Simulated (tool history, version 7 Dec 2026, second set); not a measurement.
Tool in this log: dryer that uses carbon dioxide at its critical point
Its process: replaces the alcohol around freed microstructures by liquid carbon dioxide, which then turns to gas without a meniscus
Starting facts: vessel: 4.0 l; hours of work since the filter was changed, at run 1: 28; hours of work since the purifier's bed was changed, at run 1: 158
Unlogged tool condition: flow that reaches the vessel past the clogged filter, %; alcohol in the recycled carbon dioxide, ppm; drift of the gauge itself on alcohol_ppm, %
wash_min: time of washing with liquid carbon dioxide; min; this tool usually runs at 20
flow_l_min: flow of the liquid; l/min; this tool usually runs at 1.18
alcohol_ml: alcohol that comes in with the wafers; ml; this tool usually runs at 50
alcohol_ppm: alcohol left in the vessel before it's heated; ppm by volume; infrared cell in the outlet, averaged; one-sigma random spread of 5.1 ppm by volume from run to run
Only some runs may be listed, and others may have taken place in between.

run,day,wash_min,flow_l_min,alcohol_ml,hours of work since the filter was changed,hours of work since the purifier's bed was changed,alcohol_ppm
1,0,20,1.18,50,28,158,126
2,0.508,20,1.18,50,34,163,122
3,0.85,20,1.18,50,38,167,124
4,1.117,21,1.18,50,40,170,118
5,1.362,20,1.18,104,43,172,190
6,1.65,17,1.18,104,46,176,356
7,2.192,17,1.18,104,52,182,350
8,2.512,20,1.18,50,56,185,144
9,2.938,20,1.18,50,60,190,129
10,3.217,20,1.18,85,63,193,187
11,3.717,20,1.18,50,69,198,143
12,4.05,20,1.18,26,73,202,113
13,4.421,20,1.18,26,77,206,109
14,4.771,20,1.18,26,80,210,123
15,5.012,20,1.18,50,83,212,150
16,5.412,20,1.18,50,87,217,161
17,5.688,20,1.18,50,90,220,153
18,5.958,20,1.18,50,93,223,146
19,6.342,15,1.18,50,98,227,338
20,6.692,15,1.18,50,102,231,352
21,7.229,15,1.18,50,107,237,349
22,7.771,15,1.18,50,113,243,343
23,8.267,15,1.18,50,119,248,372
24,8.742,15,1.18,50,124,253,369
25,9.054,31,1.14,47,127,257,109
26,9.442,21,1.18,50,132,261,154
27,9.7,14,1.02,95,134,264,1180
28,10.071,20,1.18,83,138,268,237
29,10.338,14,1.18,72,141,271,634
30,10.771,20,1.05,50,146,275,241
31,11.296,31,1.6,23,152,281,105
32,11.846,31,1.6,23,158,287,106
33,12.312,31,1.6,23,163,292,106
34,12.642,24,1.18,60,167,296,148
35,12.871,26,0.74,26,169,298,218
36,13.175,19,1.27,65,172,302,221
37,13.712,13,1.18,25,178,308,371
38,14.117,21,0.72,35,183,312,473
39,14.454,18,1.03,73,186,316,499
40,15,15,1.74,73,192,322,228
41,15.408,15,1.74,73,197,326,216
42,15.754,15,1.14,69,201,330,637
43,16.042,15,1.14,69,204,333,637
44,16.283,29,1.7,50,206,336,131
45,16.712,17,1.18,50,211,340,325
46,17.229,13,1.58,32,217,346,271
47,17.588,20,0.79,50,221,350,610

4 ways to go on from here, each from the tool as it stands after run 47. What would each give?
A,17.938,22,1.18,21,225,354,?
B,17.938,19,1.18,50,225,354,?
C,17.938,18,1.56,101,225,354,?
D,17.938,19,0.84,50,225,354,?

run,alcohol_ppm
A,163
B,266
C,227
D,590
Had the tool no hidden state, the same runs would have come out as:
run,alcohol_ppm
A,19
B,73
C,45
D,289

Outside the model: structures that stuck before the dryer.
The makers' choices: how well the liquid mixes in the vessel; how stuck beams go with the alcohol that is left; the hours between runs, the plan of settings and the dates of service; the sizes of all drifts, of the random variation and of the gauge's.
